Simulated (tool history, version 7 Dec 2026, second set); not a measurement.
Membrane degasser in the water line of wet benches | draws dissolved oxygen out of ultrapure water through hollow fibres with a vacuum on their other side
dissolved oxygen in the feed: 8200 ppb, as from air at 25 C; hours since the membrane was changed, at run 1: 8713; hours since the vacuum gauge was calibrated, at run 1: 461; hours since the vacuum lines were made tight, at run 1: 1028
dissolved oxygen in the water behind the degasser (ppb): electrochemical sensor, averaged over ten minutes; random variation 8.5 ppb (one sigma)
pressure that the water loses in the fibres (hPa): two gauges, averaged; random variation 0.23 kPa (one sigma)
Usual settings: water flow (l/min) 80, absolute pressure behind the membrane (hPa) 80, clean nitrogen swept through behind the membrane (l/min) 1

| run | hour | water flow (l/min) | absolute pressure behind the membrane (hPa) | clean nitrogen swept through behind the membrane (l/min) | hours since the membrane was changed | hours since the vacuum gauge was calibrated | hours since the vacuum lines were made tight | dissolved oxygen in the water behind the degasser (ppb) | pressure that the water loses in the fibres (hPa) |
|---|---|---|---|---|---|---|---|---|---|
| 1 | 0 | 80 | 80 | 1 | 8713 | 461 | 1028 | 959.3 | 648.8 |
| 2 | 183.3 | 80 | 80 | 1 | 8896 | 644 | 1212 | 965.1 | 646.8 |
| 3 | 309.7 | 80 | 80 | 1 | 9023 | 771 | 1338 | 975 | 652.9 |
| 4 | 465.1 | 80 | 80 | 1 | 9178 | 926 | 1493 | 969.3 | 649.9 |
| 5 | 664.2 | 80 | 80 | 1 | 9377 | 1125 | 1693 | 979.6 | 652.8 |
| 6 | 870 | 80 | 80 | 1 | 9583 | 1331 | 1898 | 1005.7 | 649.4 |
|  | 946 | membrane cartridge changed |
| 7 | 1087 | 80 | 80 | 1 | 141 | 1544 | 2111 | 891 | 583.8 |
| 8 | 1213.3 | 53 | 80 | 1 | 267 | 1670 | 2238 | 601.3 | 384.4 |
| 9 | 1321.4 | 53 | 80 | 1 | 375 | 1778 | 2346 | 613.4 | 384.3 |
| 10 | 1448.9 | 80 | 80 | 2.83 | 503 | 1906 | 2473 | 559.6 | 585.4 |
| 11 | 1697.7 | 80 | 80 | 2.83 | 752 | 2154 | 2722 | 566.4 | 588.8 |
| 12 | 1827.9 | 80 | 80 | 2.83 | 882 | 2285 | 2852 | 569.3 | 586.4 |
| 13 | 2039.8 | 80 | 80 | 2.83 | 1094 | 2497 | 3064 | 561.6 | 591.2 |
| 14 | 2265.1 | 80 | 80 | 1.02 | 1319 | 2722 | 3289 | 906.8 | 589.7 |
| 15 | 2497.6 | 121 | 72.9 | 0.72 | 1552 | 2954 | 3522 | 1309.2 | 902 |
| 16 | 2672.2 | 121 | 72.9 | 0.72 | 1726 | 3129 | 3697 | 1292 | 897 |
| 17 | 2839.3 | 100 | 72.9 | 0.41 | 1893 | 3296 | 3864 | 1343.8 | 747.9 |
| 18 | 3044 | 49 | 72.9 | 0.99 | 2098 | 3501 | 4068 | 531.8 | 365.3 |
|  | 3225.3 | seals of the vacuum lines changed |
| 19 | 3235.5 | 49 | 72.9 | 0.99 | 2288 | 3690 | 10 | 532.3 | 367.1 |
| 20 | 3447.5 | 49 | 72.9 | 0.99 | 2500 | 3902 | 222 | 542.9 | 366.9 |
| 21 | 3585.6 | 49 | 72.9 | 0.99 | 2638 | 4040 | 360 | 544.6 | 370 |
| 22 | 3733.1 | 49 | 138.1 | 2.6 | 2785 | 4188 | 508 | 571.1 | 369.2 |
| 23 | 3915.5 | 72 | 138.1 | 0.72 | 2968 | 4370 | 690 | 1688.2 | 543 |
|  | 3990.9 | vacuum gauge calibrated |
| 24 | 4034.7 | 121 | 57.8 | 0.72 | 3086 | 44 | 809 | 1006.9 | 913.4 |
| 25 | 4182.4 | 121 | 57.8 | 0.72 | 3234 | 191 | 957 | 1035.1 | 912.7 |
| 26 | 4380.8 | 121 | 57.8 | 0.72 | 3432 | 390 | 1155 | 1014.1 | 914.5 |

5 ways to go on from here, each from the tool as it stands after run 26. What would each give?
| A | 4528.8 | 74 | 80 | 0.86 | 3580 | 538 | 1303 | ? | ? |
| B | 4528.8 | 110 | 88.6 | 1.23 | 3580 | 538 | 1303 | ? | ? |
| C | 4528.8 | 105 | 122.9 | 0.48 | 3580 | 538 | 1303 | ? | ? |
| D | 4528.8 | 80 | 187.6 | 0.58 | 3580 | 538 | 1303 | ? | ? |
| E | 4528.8 | 121 | 57.8 | 0.61 | 3580 | 538 | 1303 | ? | ? |

| run | dissolved oxygen in the water behind the degasser (ppb) | pressure that the water loses in the fibres (hPa) |
|---|---|---|
| A | 879.7 | 561.3 |
| B | 1166.4 | 832.8 |
| C | 2211.1 | 797.1 |
| D | 2502.7 | 604.5 |
| E | 1083 | 913.2 |
Without the tool's hidden state the same runs would have given:
| run | dissolved oxygen in the water behind the degasser (ppb) | pressure that the water loses in the fibres (hPa) |
|---|---|---|
| A | 838.9 | 538.2 |
| B | 1111.8 | 798.5 |
| C | 2166.2 | 764.3 |
| D | 2475 | 579.4 |
| E | 1014.5 | 875.6 |
